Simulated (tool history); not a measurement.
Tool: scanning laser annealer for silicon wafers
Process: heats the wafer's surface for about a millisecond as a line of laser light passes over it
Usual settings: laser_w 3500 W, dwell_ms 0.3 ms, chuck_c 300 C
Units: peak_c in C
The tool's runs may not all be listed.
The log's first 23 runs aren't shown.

run,hour,laser_w,dwell_ms,chuck_c,peak_c
24,1116.6,3730,0.351,267,1223
25,1176.6,3730,0.351,267,1219
26,1246,3500,0.3,330,1143
27,1297.3,3531,0.3,300,1122
28,1329.2,3251,0.232,318,975
29,1385.6,3077,0.262,318,965
30,1450.3,3077,0.221,264,860
31,1519.8,3590,0.331,297,1165
32,1569.9,3065,0.24,306,918
33,1617.8,3499,0.231,297,1003
34,1649.6,3785,0.348,308,1254
# hour 1695.4: window over the wafer cleaned
35,1709.4,3500,0.312,292,1129
36,1738.7,3500,0.379,291,1208
37,1785.8,3500,0.3,281,1096
38,1841.1,3521,0.302,337,1161
39,1900.9,3130,0.281,325,1011
40,1935.3,2986,0.372,295,1036

3 ways to go on from here, each from the tool as it stands after run 40. What would each give?
A,1992.9,2986,0.372,274,?
B,1992.9,3661,0.3,276,?
C,1992.9,3558,0.372,295,?

run,peak_c
A,1016
B,1128
C,1214
Without the tool's hidden state the same runs would have given:
run,peak_c
A,1034
B,1149
C,1236
